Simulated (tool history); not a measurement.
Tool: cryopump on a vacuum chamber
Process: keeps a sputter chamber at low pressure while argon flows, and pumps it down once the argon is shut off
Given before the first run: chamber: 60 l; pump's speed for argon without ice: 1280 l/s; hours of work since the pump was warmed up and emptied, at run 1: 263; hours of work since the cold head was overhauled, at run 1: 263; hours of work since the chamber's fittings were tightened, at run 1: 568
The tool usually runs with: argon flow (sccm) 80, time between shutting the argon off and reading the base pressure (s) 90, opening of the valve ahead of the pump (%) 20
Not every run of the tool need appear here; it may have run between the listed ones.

run,day,argon flow (sccm),time between shutting the argon off and reading the base pressure (s),opening of the valve ahead of the pump (%),hours of work since the pump was warmed up and emptied,hours of work since the cold head was overhauled,hours of work since the chamber's fittings were tightened,pressure while argon flows (Pa),pressure after the wait (uPa)
1,0.000,80,90,20,263,263,568,0.5329,1.59
2,0.908,80,90,20,277,277,582,0.5365,1.67
3,1.612,80,90,20,288,288,593,0.5331,1.66
4,2.667,80,90,20,305,305,610,0.5358,1.70
5,3.296,80,90,20,315,315,620,0.5367,1.65
6,4.300,80,37,20,331,331,636,0.5402,2.18
7,5.046,80,37,20,343,343,648,0.5364,2.24
8,6.033,80,37,20,358,358,663,0.5419,2.24
9,7.062,80,90,15,374,374,680,0.7094,1.85
10,7.608,78,90,16,383,383,688,0.6471,1.84
11,8.500,80,214,33,397,397,702,0.3322,1.70
12,9.579,80,214,33,414,414,719,0.3298,1.73
13,10.221,64,39,44,424,424,729,0.2014,2.37
14,10.825,64,274,41,434,434,739,0.2145,1.77
15,11.458,122,25,20,444,444,749,0.8168,2.85

Alternative continuations, all from the tool just after run 15; predict every row:
A,12.479,139,25,20,460,460,765,?,?
B,12.479,94,226,40,460,460,765,?,?
C,12.479,80,90,31,460,460,765,?,?
D,12.479,62,25,22,460,460,765,?,?

run,pressure while argon flows (Pa),pressure after the wait (uPa)
A,0.9410,2.86
B,0.3261,1.87
C,0.3522,1.99
D,0.3834,2.79
With the hidden condition removed and each run's random variation left untouched, the same runs would have given:
run,pressure while argon flows (Pa),pressure after the wait (uPa)
A,0.9203,1.40
B,0.3121,0.39
C,0.3403,0.51
D,0.3742,1.34

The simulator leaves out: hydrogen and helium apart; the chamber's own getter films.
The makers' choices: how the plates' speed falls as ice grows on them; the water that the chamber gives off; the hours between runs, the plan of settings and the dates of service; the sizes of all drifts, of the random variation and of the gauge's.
